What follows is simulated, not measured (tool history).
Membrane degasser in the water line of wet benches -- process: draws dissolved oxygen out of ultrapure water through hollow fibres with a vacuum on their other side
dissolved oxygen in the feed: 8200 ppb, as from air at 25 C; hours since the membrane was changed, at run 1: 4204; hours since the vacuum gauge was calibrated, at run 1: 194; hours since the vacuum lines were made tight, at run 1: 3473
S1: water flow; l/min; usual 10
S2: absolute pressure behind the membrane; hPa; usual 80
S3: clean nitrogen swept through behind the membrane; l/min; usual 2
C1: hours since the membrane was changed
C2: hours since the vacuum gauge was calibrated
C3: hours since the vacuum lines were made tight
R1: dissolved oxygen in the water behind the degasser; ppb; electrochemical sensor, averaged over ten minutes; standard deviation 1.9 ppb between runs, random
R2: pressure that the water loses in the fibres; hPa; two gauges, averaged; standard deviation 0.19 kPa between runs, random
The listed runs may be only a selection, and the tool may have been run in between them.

{"run": 1, "hour": 0.0, "S1": 10, "S2": 80, "S3": 2, "C1": 4204, "C2": 194, "C3": 3473, "R1": 197.9, "R2": 396}
{"run": 2, "hour": 87.0, "S1": 10, "S2": 80, "S3": 2, "C1": 4291, "C2": 281, "C3": 3560, "R1": 197.8, "R2": 397.4}
{"run": 3, "hour": 187.9, "S1": 10, "S2": 80, "S3": 2.14, "C1": 4392, "C2": 382, "C3": 3661, "R1": 191.8, "R2": 401.3}
{"run": 4, "hour": 379.6, "S1": 10, "S2": 80, "S3": 2, "C1": 4583, "C2": 574, "C3": 3853, "R1": 196.7, "R2": 397.6}
{"run": 5, "hour": 496.4, "S1": 10, "S2": 80, "S3": 2, "C1": 4700, "C2": 691, "C3": 3970, "R1": 196.1, "R2": 403.1}
{"run": 6, "hour": 591.4, "S1": 10, "S2": 80, "S3": 2, "C1": 4795, "C2": 786, "C3": 4065, "R1": 193.6, "R2": 400}
{"run": 7, "hour": 742.6, "S1": 13, "S2": 80, "S3": 2, "C1": 4946, "C2": 937, "C3": 4216, "R1": 379.1, "R2": 519.2}
{"run": 8, "hour": 891.5, "S1": 6, "S2": 80, "S3": 2, "C1": 5095, "C2": 1086, "C3": 4365, "R1": 54.9, "R2": 242.3}
{"run": 9, "hour": 1021.2, "S1": 6, "S2": 80, "S3": 2, "C1": 5225, "C2": 1215, "C3": 4494, "R1": 54.8, "R2": 241.9}
{"run": 10, "hour": 1166.5, "S1": 6, "S2": 80, "S3": 2, "C1": 5370, "C2": 1361, "C3": 4640, "R1": 55.5, "R2": 243}
{"run": 11, "hour": 1263.1, "S1": 6, "S2": 80, "S3": 2, "C1": 5467, "C2": 1457, "C3": 4736, "R1": 54.5, "R2": 241.2}
{"run": 12, "hour": 1444.2, "S1": 6, "S2": 80, "S3": 2, "C1": 5648, "C2": 1638, "C3": 4917, "R1": 55.4, "R2": 237.5}
{"run": 13, "hour": 1613.0, "S1": 6, "S2": 80, "S3": 2, "C1": 5817, "C2": 1807, "C3": 5086, "R1": 54.5, "R2": 239.2}
{"run": 14, "hour": 1703.2, "S1": 10, "S2": 80, "S3": 2, "C1": 5907, "C2": 1897, "C3": 5176, "R1": 198.6, "R2": 400.9}
{"run": 15, "hour": 1875.2, "S1": 10, "S2": 80, "S3": 1.5, "C1": 6079, "C2": 2069, "C3": 5348, "R1": 224.2, "R2": 402.1}
{"run": 16, "hour": 1957.0, "S1": 10, "S2": 80, "S3": 1.5, "C1": 6161, "C2": 2151, "C3": 5430, "R1": 216.6, "R2": 401.1}
{"run": 17, "hour": 2085.2, "S1": 8, "S2": 171.4, "S3": 1.53, "C1": 6289, "C2": 2279, "C3": 5558, "R1": 245.5, "R2": 324.2}
{"run": 18, "hour": 2207.0, "S1": 8, "S2": 171.4, "S3": 1.53, "C1": 6411, "C2": 2401, "C3": 5680, "R1": 241.6, "R2": 323.3}
{"run": 19, "hour": 2360.9, "S1": 8, "S2": 171.4, "S3": 1.53, "C1": 6565, "C2": 2555, "C3": 5834, "R1": 245.6, "R2": 323.6}
{"run": 20, "hour": 2459.9, "S1": 11, "S2": 122.4, "S3": 2, "C1": 6664, "C2": 2654, "C3": 5933, "R1": 311.6, "R2": 440.3}
{"run": 21, "hour": 2589.3, "S1": 10, "S2": 51.2, "S3": 2, "C1": 6793, "C2": 2783, "C3": 6063, "R1": 168.4, "R2": 404.7}
{"hour": 2606.1, "done": "seals of the vacuum lines changed"}
{"run": 22, "hour": 2719.3, "S1": 10, "S2": 51.2, "S3": 2, "C1": 6921, "C2": 2911, "C3": 113, "R1": 172.1, "R2": 401.4}
{"run": 23, "hour": 2908.6, "S1": 10, "S2": 50.9, "S3": 1.33, "C1": 7110, "C2": 3101, "C3": 302, "R1": 182.1, "R2": 404.9}
{"run": 24, "hour": 3085.9, "S1": 9, "S2": 75, "S3": 2.49, "C1": 7288, "C2": 3278, "C3": 480, "R1": 139.4, "R2": 365.6}
{"run": 25, "hour": 3233.1, "S1": 9, "S2": 75, "S3": 2.49, "C1": 7435, "C2": 3425, "C3": 627, "R1": 140.4, "R2": 369.2}
{"run": 26, "hour": 3406.5, "S1": 9, "S2": 75, "S3": 2.49, "C1": 7608, "C2": 3599, "C3": 800, "R1": 141.8, "R2": 364.9}
{"run": 27, "hour": 3510.0, "S1": 8, "S2": 75.7, "S3": 1.73, "C1": 7712, "C2": 3702, "C3": 904, "R1": 118.8, "R2": 325.5}
{"run": 28, "hour": 3644.3, "S1": 8, "S2": 75.7, "S3": 1.73, "C1": 7846, "C2": 3836, "C3": 1038, "R1": 117.6, "R2": 324.6}

Expected results for the next run?
{"run": 29, "hour": 3755.6, "S1": 11, "S2": 80, "S3": 2.28, "C1": 7957, "C2": 3948, "C3": 1149, "R1": "?", "R2": "?"}

R1: 255.1 ppb
R2: 445.3 hPa
Were there no unlogged condition in the tool, this run, its random variation unchanged, would have produced R1 226.7 ppb, R2 429.4 hPa.
